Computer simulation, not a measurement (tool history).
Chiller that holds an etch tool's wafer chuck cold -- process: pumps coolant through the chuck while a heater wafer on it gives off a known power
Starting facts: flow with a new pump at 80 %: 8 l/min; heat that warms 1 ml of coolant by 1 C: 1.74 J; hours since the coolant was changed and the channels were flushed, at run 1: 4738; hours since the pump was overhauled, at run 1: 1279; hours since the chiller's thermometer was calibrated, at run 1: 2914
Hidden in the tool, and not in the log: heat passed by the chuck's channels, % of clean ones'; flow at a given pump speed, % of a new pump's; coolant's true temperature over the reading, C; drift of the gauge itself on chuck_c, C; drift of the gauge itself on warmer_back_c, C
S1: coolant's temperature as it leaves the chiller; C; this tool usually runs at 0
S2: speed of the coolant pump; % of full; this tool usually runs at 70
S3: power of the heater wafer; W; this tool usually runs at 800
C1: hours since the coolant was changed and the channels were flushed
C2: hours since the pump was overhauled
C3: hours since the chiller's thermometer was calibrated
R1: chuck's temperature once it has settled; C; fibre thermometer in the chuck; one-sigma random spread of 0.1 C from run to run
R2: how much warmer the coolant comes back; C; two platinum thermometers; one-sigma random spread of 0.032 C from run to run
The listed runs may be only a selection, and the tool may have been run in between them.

run	hour	S1	S2	S3	C1	C2	C3	R1	R2
1	0	0	70	800	4738	1279	2914	7.2	4.05
2	46.5	0	70	800	4784	1325	2960	7.3	4.03
3	80.7	0	70	800	4819	1359	2995	7.1	3.97
4	115.4	0	96	800	4853	1394	3029	5.2	2.89
5	138.8	0	96	894	4877	1417	3053	6	3.29
6	159.7	0	66	894	4898	1438	3074	8.6	4.74
7	194.8	0	66	894	4933	1473	3109	8.4	4.69
8	239.3	0	66	894	4977	1518	3153	8.4	4.78
9	277.6	0	66	894	5016	1556	3192	8.4	4.73
10	297.7	0	70	800	5036	1576	3212	7.2	3.96
11	335.9	0	70	800	5074	1614	3250	7.2	4.04
12	361.3	0	70	800	5099	1640	3275	7.2	4.01
13	408.4	0	70	800	5146	1687	3322	7.3	4.04
14	441.6	0	78	800	5180	1720	3355	6.7	3.59
15	469.6	-2	70	800	5208	1748	3383	5.2	4.09
16	488.6	0	70	594	5227	1767	3403	5.1	3
17	509.9	0	77	800	5248	1788	3424	6.7	3.62
18	536.2	0	77	800	5274	1815	3450	6.5	3.72
19	560.6	2	99	571	5299	1839	3474	5.5	2.06
20	591.9	8	75	800	5330	1870	3506	14.8	3.79
21	611.5	-4	79	828	5349	1890	3525	2.7	3.7
22	652.7	1	79	1019	5391	1931	3567	9.2	4.55
23	679.4	0	70	649	5417	1958	3593	5.6	3.29
24	707.9	0	70	649	5446	1986	3622	5.8	3.3
25	741.3	9	69	963	5479	2020	3655	17.9	4.98
26	768.8	-9	61	1039	5507	2047	3683	1.6	6.02
27	802.5	0	70	888	5540	2081	3716	8.1	4.46
28	847.4	-5	97	1071	5585	2126	3761	2.4	3.92
29	882.5	-5	97	1071	5620	2161	3796	2.4	3.92
30	908.7	-5	97	1071	5647	2187	3823	2.4	3.92
31	947	-5	79	411	5685	2226	3861	-1.9	1.87

Below are 3 alternative next runs, each starting from the tool's condition after run 31. Predict each:
A	982.4	5	95	412	5720	2261	3896	?	?
B	982.4	5	70	694	5720	2261	3896	?	?
C	982.4	4	85	806	5720	2261	3896	?	?

run	R1	R2
A	7.3	1.53
B	11.1	3.54
C	10.1	3.4
Had the tool no hidden state, the same runs would have come out as:
run	R1	R2
A	7.5	1.49
B	11	3.43
C	10	3.29
